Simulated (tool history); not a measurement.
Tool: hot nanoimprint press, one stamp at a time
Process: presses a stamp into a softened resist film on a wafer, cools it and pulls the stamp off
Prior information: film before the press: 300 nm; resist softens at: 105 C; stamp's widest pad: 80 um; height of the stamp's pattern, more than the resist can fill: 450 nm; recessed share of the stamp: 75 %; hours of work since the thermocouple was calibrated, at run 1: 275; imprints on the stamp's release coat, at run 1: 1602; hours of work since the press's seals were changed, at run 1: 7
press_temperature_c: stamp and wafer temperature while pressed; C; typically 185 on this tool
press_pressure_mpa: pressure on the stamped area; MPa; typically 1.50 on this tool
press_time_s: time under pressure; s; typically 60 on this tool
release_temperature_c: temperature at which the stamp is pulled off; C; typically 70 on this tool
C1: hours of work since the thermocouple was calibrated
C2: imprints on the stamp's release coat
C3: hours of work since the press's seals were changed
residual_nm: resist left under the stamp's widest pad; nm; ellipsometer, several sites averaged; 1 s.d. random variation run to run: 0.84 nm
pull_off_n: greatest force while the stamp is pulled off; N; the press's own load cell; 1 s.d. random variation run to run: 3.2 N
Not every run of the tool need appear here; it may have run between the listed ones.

{"run": 1, "hour": 0.0, "press_temperature_c": 185, "press_pressure_mpa": 1.5, "press_time_s": 60, "release_temperature_c": 70, "C1": 275, "C2": 1602, "C3": 7, "residual_nm": 115.8, "pull_off_n": 208}
{"run": 2, "hour": 6.3, "press_temperature_c": 185, "press_pressure_mpa": 1.0, "press_time_s": 60, "release_temperature_c": 70, "C1": 278, "C2": 1622, "C3": 9, "residual_nm": 139.1, "pull_off_n": 206}
{"run": 3, "hour": 12.6, "press_temperature_c": 185, "press_pressure_mpa": 1.5, "press_time_s": 60, "release_temperature_c": 70, "C1": 281, "C2": 1641, "C3": 12, "residual_nm": 114.6, "pull_off_n": 212}
{"run": 4, "hour": 19.8, "press_temperature_c": 185, "press_pressure_mpa": 1.5, "press_time_s": 60, "release_temperature_c": 70, "C1": 284, "C2": 1664, "C3": 16, "residual_nm": 118.4, "pull_off_n": 213}
{"run": 5, "hour": 23.7, "press_temperature_c": 185, "press_pressure_mpa": 1.5, "press_time_s": 60, "release_temperature_c": 70, "C1": 286, "C2": 1676, "C3": 17, "residual_nm": 118.8, "pull_off_n": 215}
{"run": 6, "hour": 28.0, "press_temperature_c": 185, "press_pressure_mpa": 1.18, "press_time_s": 60, "release_temperature_c": 70, "C1": 288, "C2": 1689, "C3": 19, "residual_nm": 130.7, "pull_off_n": 208}
{"run": 7, "hour": 35.8, "press_temperature_c": 185, "press_pressure_mpa": 1.18, "press_time_s": 60, "release_temperature_c": 70, "C1": 292, "C2": 1713, "C3": 23, "residual_nm": 131.2, "pull_off_n": 207}
{"run": 8, "hour": 43.0, "press_temperature_c": 184, "press_pressure_mpa": 1.5, "press_time_s": 60, "release_temperature_c": 70, "C1": 295, "C2": 1736, "C3": 26, "residual_nm": 121.7, "pull_off_n": 210}
{"run": 9, "hour": 49.9, "press_temperature_c": 185, "press_pressure_mpa": 1.5, "press_time_s": 60, "release_temperature_c": 56, "C1": 298, "C2": 1757, "C3": 30, "residual_nm": 117.2, "pull_off_n": 265}
{"run": 10, "hour": 59.1, "press_temperature_c": 185, "press_pressure_mpa": 1.5, "press_time_s": 60, "release_temperature_c": 56, "C1": 302, "C2": 1785, "C3": 34, "residual_nm": 117.5, "pull_off_n": 268}
{"run": 11, "hour": 67.1, "press_temperature_c": 185, "press_pressure_mpa": 1.5, "press_time_s": 60, "release_temperature_c": 56, "C1": 306, "C2": 1811, "C3": 37, "residual_nm": 117.4, "pull_off_n": 268}
{"run": 12, "hour": 72.8, "press_temperature_c": 185, "press_pressure_mpa": 1.5, "press_time_s": 60, "release_temperature_c": 70, "C1": 309, "C2": 1828, "C3": 40, "residual_nm": 116.2, "pull_off_n": 215}
{"run": 13, "hour": 81.3, "press_temperature_c": 185, "press_pressure_mpa": 1.5, "press_time_s": 60, "release_temperature_c": 70, "C1": 313, "C2": 1855, "C3": 44, "residual_nm": 119.4, "pull_off_n": 220}
{"run": 14, "hour": 90.0, "press_temperature_c": 185, "press_pressure_mpa": 1.5, "press_time_s": 60, "release_temperature_c": 70, "C1": 317, "C2": 1882, "C3": 48, "residual_nm": 119.4, "pull_off_n": 214}
{"run": 15, "hour": 94.6, "press_temperature_c": 185, "press_pressure_mpa": 1.5, "press_time_s": 60, "release_temperature_c": 70, "C1": 319, "C2": 1896, "C3": 50, "residual_nm": 117.8, "pull_off_n": 220}
{"run": 16, "hour": 101.1, "press_temperature_c": 185, "press_pressure_mpa": 1.5, "press_time_s": 60, "release_temperature_c": 70, "C1": 322, "C2": 1916, "C3": 53, "residual_nm": 120.1, "pull_off_n": 220}
{"run": 17, "hour": 106.1, "press_temperature_c": 185, "press_pressure_mpa": 1.5, "press_time_s": 31, "release_temperature_c": 70, "C1": 324, "C2": 1932, "C3": 55, "residual_nm": 151.3, "pull_off_n": 216}
{"run": 18, "hour": 110.9, "press_temperature_c": 181, "press_pressure_mpa": 1.13, "press_time_s": 60, "release_temperature_c": 71, "C1": 326, "C2": 1947, "C3": 58, "residual_nm": 160.1, "pull_off_n": 212}
{"run": 19, "hour": 114.7, "press_temperature_c": 185, "press_pressure_mpa": 1.5, "press_time_s": 35, "release_temperature_c": 76, "C1": 328, "C2": 1959, "C3": 59, "residual_nm": 144.8, "pull_off_n": 196}
{"run": 20, "hour": 120.3, "press_temperature_c": 182, "press_pressure_mpa": 2.01, "press_time_s": 68, "release_temperature_c": 66, "C1": 330, "C2": 1976, "C3": 62, "residual_nm": 112.8, "pull_off_n": 243}
{"run": 21, "hour": 125.6, "press_temperature_c": 185, "press_pressure_mpa": 1.5, "press_time_s": 60, "release_temperature_c": 69, "C1": 333, "C2": 1992, "C3": 64, "residual_nm": 119.1, "pull_off_n": 231}
{"run": 22, "hour": 129.4, "press_temperature_c": 190, "press_pressure_mpa": 1.5, "press_time_s": 59, "release_temperature_c": 76, "C1": 335, "C2": 2004, "C3": 66, "residual_nm": 92.7, "pull_off_n": 200}
{"run": 23, "hour": 137.8, "press_temperature_c": 190, "press_pressure_mpa": 1.5, "press_time_s": 59, "release_temperature_c": 76, "C1": 339, "C2": 2030, "C3": 70, "residual_nm": 95.0, "pull_off_n": 193}
{"run": 24, "hour": 142.6, "press_temperature_c": 190, "press_pressure_mpa": 1.5, "press_time_s": 59, "release_temperature_c": 76, "C1": 341, "C2": 2045, "C3": 72, "residual_nm": 94.7, "pull_off_n": 200}
{"run": 25, "hour": 146.4, "press_temperature_c": 185, "press_pressure_mpa": 1.77, "press_time_s": 46, "release_temperature_c": 75, "C1": 343, "C2": 2057, "C3": 74, "residual_nm": 122.8, "pull_off_n": 209}
{"hour": 153.4, "done": "stamp cleaned and given a new release coat"}
{"run": 26, "hour": 159.0, "press_temperature_c": 189, "press_pressure_mpa": 1.47, "press_time_s": 63, "release_temperature_c": 75, "C1": 346, "C2": 17, "C3": 77, "residual_nm": 96.9, "pull_off_n": 143}
{"run": 27, "hour": 167.6, "press_temperature_c": 189, "press_pressure_mpa": 1.5, "press_time_s": 60, "release_temperature_c": 60, "C1": 349, "C2": 44, "C3": 81, "residual_nm": 98.8, "pull_off_n": 190}
{"run": 28, "hour": 174.6, "press_temperature_c": 189, "press_pressure_mpa": 1.5, "press_time_s": 60, "release_temperature_c": 60, "C1": 353, "C2": 66, "C3": 84, "residual_nm": 98.8, "pull_off_n": 190}
{"run": 29, "hour": 180.7, "press_temperature_c": 189, "press_pressure_mpa": 1.5, "press_time_s": 60, "release_temperature_c": 60, "C1": 356, "C2": 85, "C3": 87, "residual_nm": 98.4, "pull_off_n": 195}
{"run": 30, "hour": 185.8, "press_temperature_c": 176, "press_pressure_mpa": 1.46, "press_time_s": 60, "release_temperature_c": 70, "C1": 358, "C2": 101, "C3": 89, "residual_nm": 179.4, "pull_off_n": 164}
{"run": 31, "hour": 189.6, "press_temperature_c": 176, "press_pressure_mpa": 1.46, "press_time_s": 51, "release_temperature_c": 70, "C1": 360, "C2": 113, "C3": 91, "residual_nm": 189.6, "pull_off_n": 153}

Below are 3 alternative next runs, each starting from the tool's condition after run 31. Predict each:
{"run": "A", "hour": 194.6, "press_temperature_c": 185, "press_pressure_mpa": 1.5, "press_time_s": 45, "release_temperature_c": 70, "C1": 362, "C2": 128, "C3": 93, "residual_nm": "?", "pull_off_n": "?"}
{"run": "B", "hour": 194.6, "press_temperature_c": 176, "press_pressure_mpa": 1.81, "press_time_s": 51, "release_temperature_c": 72, "C1": 362, "C2": 128, "C3": 93, "residual_nm": "?", "pull_off_n": "?"}
{"run": "C", "hour": 194.6, "press_temperature_c": 179, "press_pressure_mpa": 0.92, "press_time_s": 119, "release_temperature_c": 70, "C1": 362, "C2": 128, "C3": 93, "residual_nm": "?", "pull_off_n": "?"}

run=A residual_nm=131.8 pull_off_n=160
run=B residual_nm=177.3 pull_off_n=157
run=C residual_nm=151.9 pull_off_n=160
Had the tool no hidden state, the same runs would have come out as:
run=A residual_nm=123.5 pull_off_n=152
run=B residual_nm=166.9 pull_off_n=149
run=C residual_nm=142.3 pull_off_n=152
